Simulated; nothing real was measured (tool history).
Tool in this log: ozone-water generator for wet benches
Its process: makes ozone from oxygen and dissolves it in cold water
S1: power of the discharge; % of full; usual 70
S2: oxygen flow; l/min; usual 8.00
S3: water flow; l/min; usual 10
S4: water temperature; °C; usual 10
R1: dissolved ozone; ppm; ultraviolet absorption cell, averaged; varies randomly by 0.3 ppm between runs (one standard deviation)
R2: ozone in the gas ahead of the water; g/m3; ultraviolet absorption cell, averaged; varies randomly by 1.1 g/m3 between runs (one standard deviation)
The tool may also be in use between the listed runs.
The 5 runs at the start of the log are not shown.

| run | hour | S1 | S2 | S3 | S4 | R1 | R2 |
|---|---|---|---|---|---|---|---|
| 6 | 509.0 | 70 | 9.40 | 10 | 10 | 45.4 | 182.9 |
| 7 | 588.4 | 70 | 9.40 | 10 | 10 | 45.9 | 181.9 |
| 8 | 688.7 | 70 | 8.00 | 10 | 10 | 47.4 | 199.4 |
| 9 | 809.7 | 70 | 8.00 | 10 | 10 | 46.7 | 198.4 |
|  | 838.6 | contactor cleaned |
| 10 | 897.2 | 70 | 8.00 | 10 | 10 | 46.6 | 197.6 |
| 11 | 988.4 | 70 | 8.00 | 10 | 10 | 46.7 | 197.7 |
| 12 | 1091.6 | 70 | 8.00 | 10 | 10 | 46.5 | 198.0 |
| 13 | 1202.1 | 70 | 8.00 | 10 | 15 | 42.4 | 196.5 |
| 14 | 1270.7 | 70 | 8.00 | 10 | 10 | 47.3 | 196.9 |
| 15 | 1337.5 | 70 | 8.00 | 10 | 10 | 46.7 | 197.7 |
| 16 | 1428.2 | 70 | 8.00 | 10 | 10 | 46.8 | 196.2 |
| 17 | 1520.7 | 70 | 8.00 | 10 | 10 | 46.9 | 196.0 |
| 18 | 1576.1 | 98 | 13.57 | 10 | 9 | 54.4 | 192.0 |
| 19 | 1662.2 | 90 | 4.41 | 10 | 14 | 55.7 | 321.4 |
| 20 | 1735.3 | 70 | 7.08 | 10 | 10 | 47.5 | 209.1 |
| 21 | 1800.8 | 41 | 10.93 | 12 | 10 | 26.9 | 113.6 |
| 22 | 1926.4 | 56 | 5.85 | 11 | 13 | 37.2 | 197.1 |
| 23 | 2014.6 | 44 | 8.00 | 10 | 10 | 33.5 | 138.6 |
| 24 | 2084.1 | 96 | 8.00 | 10 | 6 | 63.8 | 245.5 |
| 25 | 2180.2 | 96 | 8.00 | 10 | 6 | 64.6 | 248.7 |
| 26 | 2305.3 | 98 | 5.14 | 7 | 15 | 70.3 | 311.0 |
| 27 | 2390.2 | 98 | 5.14 | 7 | 15 | 70.3 | 311.9 |
| 28 | 2470.3 | 80 | 9.57 | 16 | 15 | 33.9 | 194.9 |
| 29 | 2524.1 | 45 | 8.00 | 13 | 7 | 31.1 | 140.0 |

The next listed run, before its measurement:
| 30 | 2612.8 | 45 | 8.00 | 13 | 7 | ? | ? |

{"run 30": {"R1": 31.0, "R2": 138.9}}
Had the tool carried no hidden state, the very same run would have given R1 31.0 ppm, R2 143.1 g/m3.
